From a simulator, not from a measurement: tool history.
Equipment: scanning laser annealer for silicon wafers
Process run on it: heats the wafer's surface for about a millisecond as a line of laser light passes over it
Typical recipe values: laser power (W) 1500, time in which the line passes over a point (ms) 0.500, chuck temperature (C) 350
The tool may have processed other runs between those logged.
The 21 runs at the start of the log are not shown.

| run | hour | laser power (W) | time in which the line passes over a point (ms) | chuck temperature (C) | hours of work since the window was cleaned | hours of work since the power meter was calibrated | hours of work since the optics were aligned | highest temperature of the surface (C) |
|---|---|---|---|---|---|---|---|---|
| 22 | 1459.0 | 1423 | 0.529 | 390 | 657 | 1442 | 606 | 1155 |
| 23 | 1500.9 | 1423 | 0.447 | 373 | 676 | 1461 | 624 | 1066 |
| 24 | 1569.4 | 1302 | 0.368 | 342 | 706 | 1491 | 654 | 911 |
| 25 | 1638.0 | 1398 | 0.541 | 346 | 736 | 1521 | 684 | 1106 |
| 26 | 1690.6 | 1398 | 0.541 | 346 | 759 | 1544 | 707 | 1104 |
| 27 | 1775.0 | 1398 | 0.541 | 346 | 796 | 1580 | 744 | 1103 |
| 28 | 1823.9 | 1398 | 0.541 | 346 | 817 | 1602 | 765 | 1105 |
| 29 | 1890.8 | 1561 | 0.533 | 328 | 846 | 1631 | 794 | 1161 |
| 30 | 1975.2 | 1435 | 0.421 | 340 | 883 | 1668 | 831 | 1010 |
| 31 | 2029.5 | 1500 | 0.615 | 350 | 907 | 1692 | 855 | 1221 |
| 32 | 2081.0 | 1561 | 0.474 | 373 | 929 | 1714 | 877 | 1150 |
|  | 2106.9 | window over the wafer cleaned |
| 33 | 2163.7 | 1332 | 0.400 | 373 | 25 | 1749 | 913 | 990 |
| 34 | 2210.1 | 1347 | 0.427 | 356 | 45 | 1770 | 933 | 1006 |
| 35 | 2256.9 | 1347 | 0.427 | 356 | 66 | 1790 | 953 | 1004 |
| 36 | 2296.8 | 1365 | 0.447 | 350 | 83 | 1808 | 971 | 1023 |
| 37 | 2362.7 | 1362 | 0.500 | 377 | 112 | 1836 | 1000 | 1094 |
| 38 | 2431.5 | 1649 | 0.438 | 350 | 142 | 1866 | 1030 | 1146 |
| 39 | 2508.1 | 1649 | 0.438 | 350 | 175 | 1900 | 1063 | 1147 |
| 40 | 2547.7 | 1385 | 0.450 | 381 | 193 | 1917 | 1081 | 1063 |
| 41 | 2634.3 | 1571 | 0.595 | 334 | 230 | 1955 | 1118 | 1236 |
| 42 | 2718.2 | 1539 | 0.560 | 365 | 267 | 1992 | 1155 | 1218 |

3 options for the next run, each taken on its own from the tool as it stands now. Forecast them:
| A | 2783.5 | 1638 | 0.611 | 365 | 296 | 2020 | 1184 | ? |
| B | 2783.5 | 1372 | 0.544 | 350 | 296 | 2020 | 1184 | ? |
| C | 2783.5 | 1394 | 0.564 | 350 | 296 | 2020 | 1184 | ? |

| run | highest temperature of the surface (C) |
|---|---|
| A | 1321 |
| B | 1104 |
| C | 1131 |
The same runs, with their run-to-run variation unchanged, on a tool lacking any hidden condition would have given:
| run | highest temperature of the surface (C) |
|---|---|
| A | 1320 |
| B | 1102 |
| C | 1130 |
